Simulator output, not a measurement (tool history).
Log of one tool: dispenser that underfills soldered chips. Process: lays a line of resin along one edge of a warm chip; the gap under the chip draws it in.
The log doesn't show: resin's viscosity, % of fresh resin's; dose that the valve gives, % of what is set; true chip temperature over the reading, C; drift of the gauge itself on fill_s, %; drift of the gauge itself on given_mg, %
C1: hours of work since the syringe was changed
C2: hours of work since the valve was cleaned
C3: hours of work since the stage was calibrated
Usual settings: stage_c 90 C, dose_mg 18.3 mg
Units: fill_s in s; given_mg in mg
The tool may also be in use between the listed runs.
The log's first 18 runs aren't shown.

{"hour": 187.0, "done": "new syringe of resin"}
{"run": 19, "hour": 190.5, "stage_c": 92, "dose_mg": 22, "C1": 2, "C2": 36, "C3": 281, "fill_s": 344.6, "given_mg": 21.54}
{"run": 20, "hour": 199.9, "stage_c": 102, "dose_mg": 20.8, "C1": 9, "C2": 43, "C3": 288, "fill_s": 333.5, "given_mg": 20.38}
{"hour": 204.2, "done": "new syringe of resin"}
{"hour": 210.5, "done": "dispensing valve cleaned and set on the balance"}
{"run": 21, "hour": 212.3, "stage_c": 90, "dose_mg": 22.5, "C1": 5, "C2": 1, "C3": 295, "fill_s": 403.5, "given_mg": 22.48}
{"run": 22, "hour": 221.3, "stage_c": 97, "dose_mg": 20.6, "C1": 11, "C2": 7, "C3": 301, "fill_s": 418.7, "given_mg": 20.48}
{"hour": 222.8, "done": "new syringe of resin"}
{"run": 23, "hour": 236.2, "stage_c": 90, "dose_mg": 18.3, "C1": 9, "C2": 17, "C3": 311, "fill_s": 493.7, "given_mg": 18.07}
{"hour": 240.3, "done": "new syringe of resin"}
{"run": 24, "hour": 251.0, "stage_c": 90, "dose_mg": 18.3, "C1": 7, "C2": 27, "C3": 321, "fill_s": 445.9, "given_mg": 18}
{"hour": 257.6, "done": "new syringe of resin"}
{"run": 25, "hour": 260.9, "stage_c": 96, "dose_mg": 17.1, "C1": 2, "C2": 34, "C3": 328, "fill_s": 319.9, "given_mg": 16.74}
{"hour": 274.8, "done": "new syringe of resin"}
{"run": 26, "hour": 275.9, "stage_c": 90, "dose_mg": 19.9, "C1": 1, "C2": 44, "C3": 338, "fill_s": 343.6, "given_mg": 19.4}
{"hour": 283.7, "done": "dispensing valve cleaned and set on the balance"}
{"run": 27, "hour": 283.7, "stage_c": 90, "dose_mg": 19.9, "C1": 5, "C2": 0, "C3": 343, "fill_s": 417.5, "given_mg": 19.83}
{"hour": 293.4, "done": "new syringe of resin"}
{"run": 28, "hour": 294.8, "stage_c": 90, "dose_mg": 19.9, "C1": 1, "C2": 7, "C3": 350, "fill_s": 356.3, "given_mg": 19.76}
{"run": 29, "hour": 304.9, "stage_c": 92, "dose_mg": 18.3, "C1": 8, "C2": 14, "C3": 357, "fill_s": 438.7, "given_mg": 18.13}
{"hour": 310.5, "done": "new syringe of resin"}
{"run": 30, "hour": 318.0, "stage_c": 83, "dose_mg": 17.4, "C1": 5, "C2": 23, "C3": 366, "fill_s": 512.8, "given_mg": 17.09}

4 ways to go on from here, each from the tool as it stands after run 30. What would each give?
{"hour": 327.4, "done": "new syringe of resin"}
{"run": "A", "hour": 329.8, "stage_c": 82, "dose_mg": 22.6, "C1": 2, "C2": 31, "C3": 374, "fill_s": "?", "given_mg": "?"}
{"hour": 327.4, "done": "new syringe of resin"}
{"run": "B", "hour": 329.8, "stage_c": 98, "dose_mg": 20.9, "C1": 2, "C2": 31, "C3": 374, "fill_s": "?", "given_mg": "?"}
{"hour": 327.4, "done": "new syringe of resin"}
{"run": "C", "hour": 329.8, "stage_c": 90, "dose_mg": 20.5, "C1": 2, "C2": 31, "C3": 374, "fill_s": "?", "given_mg": "?"}
{"hour": 327.4, "done": "new syringe of resin"}
{"run": "D", "hour": 329.8, "stage_c": 89, "dose_mg": 18.3, "C1": 2, "C2": 31, "C3": 374, "fill_s": "?", "given_mg": "?"}

run=A fill_s=459.2 given_mg=22.19
run=B fill_s=292.4 given_mg=20.54
run=C fill_s=359 given_mg=20.12
run=D fill_s=384.1 given_mg=17.93
Without the tool's hidden state the same runs would have given:
run=A fill_s=415 given_mg=22.63
run=B fill_s=264.5 given_mg=20.94
run=C fill_s=324.3 given_mg=20.51
run=D fill_s=346.4 given_mg=18.29
